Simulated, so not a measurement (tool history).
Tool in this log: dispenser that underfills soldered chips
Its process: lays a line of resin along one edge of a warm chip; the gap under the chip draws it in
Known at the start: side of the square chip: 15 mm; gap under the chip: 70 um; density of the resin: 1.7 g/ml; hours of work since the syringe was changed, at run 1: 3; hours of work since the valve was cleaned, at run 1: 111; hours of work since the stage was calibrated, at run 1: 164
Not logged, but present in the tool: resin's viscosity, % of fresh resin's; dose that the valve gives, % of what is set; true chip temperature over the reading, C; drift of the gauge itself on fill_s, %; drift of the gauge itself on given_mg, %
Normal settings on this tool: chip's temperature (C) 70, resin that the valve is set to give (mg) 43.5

run   hour  chip's temperature (C)  resin that the valve is set to give (mg)  hours of work since the syringe was changed  hours of work since the valve was cleaned  hours of work since the stage was calibrated  time until the resin shows at the far edge (s)  resin that the valve gave (mg)
  1    0.0                      70                                      43.5                                            3                                        111                                           164                                           183.8                           39.29
       4.5  -- new syringe of resin
  2    8.7                      70                                      43.5                                            3                                        116                                           169                                           176.6                           39.25
      13.3  -- new syringe of resin
  3   17.6                      70                                      43.5                                            3                                        122                                           175                                           186.6                           39.24
      22.3  -- dispensing valve cleaned and set on the balance
      23.3  -- new syringe of resin
  4   26.6                      56                                      43.5                                            2                                          3                                           180                                           354.6                           43.85
      32.1  -- new syringe of resin
  5   35.7                      70                                      43.5                                            2                                          8                                           185                                           182.2                           43.24
      40.9  -- new syringe of resin
  6   41.2                      62                                      43.5                                            0                                         12                                           189                                           228.4                           43.54
      49.6  -- new syringe of resin
  7   51.2                      62                                      38.5                                            1                                         18                                           195                                           246.8                           38.02
      58.6  -- new syringe of resin
  8   58.6                      70                                      43.5                                            0                                         23                                           200                                           158.6                           42.87
  9   63.5                      75                                      43.5                                            3                                         26                                           203                                           148.6                           42.58
      67.1  -- new syringe of resin
 10   72.1                      70                                      43.5                                            3                                         31                                           208                                           190.2                           42.66
      75.6  -- new syringe of resin
 11   79.4                      73                                      43.5                                            2                                         36                                           213                                           155.2                           42.26
      84.4  -- new syringe of resin
 12   89.4                      73                                      43.5                                            3                                         42                                           219                                           166.8                           41.98
      93.0  -- new syringe of resin
 13   97.7                      73                                      43.5                                            3                                         47                                           224                                           159.1                           42.34
     101.9  -- new syringe of resin
 14  107.2                      73                                      43.5                                            3                                         53                                           230                                           168.6                           41.82
     110.8  -- new syringe of resin
 15  116.7                      73                                      43.5                                            4                                         59                                           236                                           165.8                           40.97
     119.9  -- new syringe of resin
 16  123.0                      73                                      43.5                                            2                                         63                                           240                                           150.8                           41.37
     128.9  -- new syringe of resin
 17  133.4                      73                                      43.5                                            3                                         70                                           247                                           161.8                           41.15
     138.0  -- new syringe of resin
 18  138.5                      70                                      42.7                                            0                                         73                                           250                                           157.3                           40.42
     146.5  -- new syringe of resin
 19  147.7                      77                                      50.9                                            1                                         79                                           256                                           119.2                           48.12
 20  153.1                      74                                      55.9                                            4                                         82                                           259                                           164.1                           52.68
     154.9  -- new syringe of resin
     163.5  -- new syringe of resin
 21  163.5                      56                                      43.6                                            0                                         89                                           266                                           305.0                           40.62
 22  168.6                      68                                      47.5                                            3                                         92                                           269                                           201.8                           43.68
     172.5  -- new syringe of resin
 23  177.1                      72                                      48.6                                            3                                         97                                           274                                           163.2                           44.93
     181.2  -- new syringe of resin
 24  188.0                      72                                      48.6                                            4                                        104                                           281                                           179.3                           44.92
     190.0  -- new syringe of resin
 25  196.7                      74                                      54.4                                            4                                        110                                           287                                           156.0                           49.84
     198.8  -- new syringe of resin
 26  203.6                      74                                      54.4                                            3                                        114                                           291                                           152.2                           49.44
     207.7  -- new syringe of resin
 27  210.4                      70                                      42.0                                            2                                        118                                           295                                           174.2                           38.34
     216.9  -- new syringe of resin
 28  218.5                      77                                      53.6                                            1                                        123                                           300                                           120.0                           48.33
     220.5  -- dispensing valve cleaned and set on the balance
 29  224.9                      55                                      38.3                                            5                                          3                                           304                                           409.4                           37.86
     226.5  -- new syringe of resin
     234.9  -- new syringe of resin
 30  235.3                      73                                      42.4                                            0                                          9                                           310                                           134.5                           42.08
     243.6  -- new syringe of resin
 31  245.9                      80                                      52.7                                            1                                         16                                           317                                           102.1                           52.09
     252.4  -- new syringe of resin
 32  254.0                      67                                      48.6                                            1                                         21                                           322                                           185.1                           47.42
     261.0  -- new syringe of resin
 33  263.0                      67                                      48.6                                            1                                         27                                           328                                           187.2                           47.44
     269.7  -- new syringe of resin
 34  269.7                      68                                      49.4                                            0                                         31                                           332                                           165.7                           48.19
 35  277.6                      82                                      44.3                                            5                                         36                                           337                                           118.0                           43.08

The logged runs with the hidden state left out (each run's random variation unchanged):
run  time until the resin shows at the far edge (s)  resin that the valve gave (mg)
  1                                           164.1                           43.36
  2                                           159.6                           43.50
  3                                           163.0                           43.70
  4                                           321.7                           43.85
  5                                           165.1                           43.44
  6                                           234.1                           43.87
  7                                           242.8                           38.52
  8                                           162.1                           43.61
  9                                           128.2                           43.41
 10                                           164.0                           43.68
 11                                           140.7                           43.43
 12                                           141.6                           43.35
 13                                           142.1                           43.89
 14                                           144.8                           43.58
 15                                           139.9                           42.91
 16                                           138.9                           43.48
 17                                           141.4                           43.50
 18                                           161.0                           42.84
 19                                           118.1                           51.27
 20                                           134.8                           56.31
 21                                           319.8                           43.65
 22                                           177.5                           47.10
 23                                           147.2                           48.64
 24                                           148.1                           48.94
 25                                           131.4                           54.56
 26                                           133.3                           54.32
 27                                           164.9                           42.28
 28                                           119.0                           53.52
 29                                           340.5                           38.02
 30                                           140.9                           42.46
 31                                           100.8                           52.84
 32                                           186.2                           48.32
 33                                           186.4                           48.56
 34                                           174.5                           49.47
 35                                            94.0                           44.43
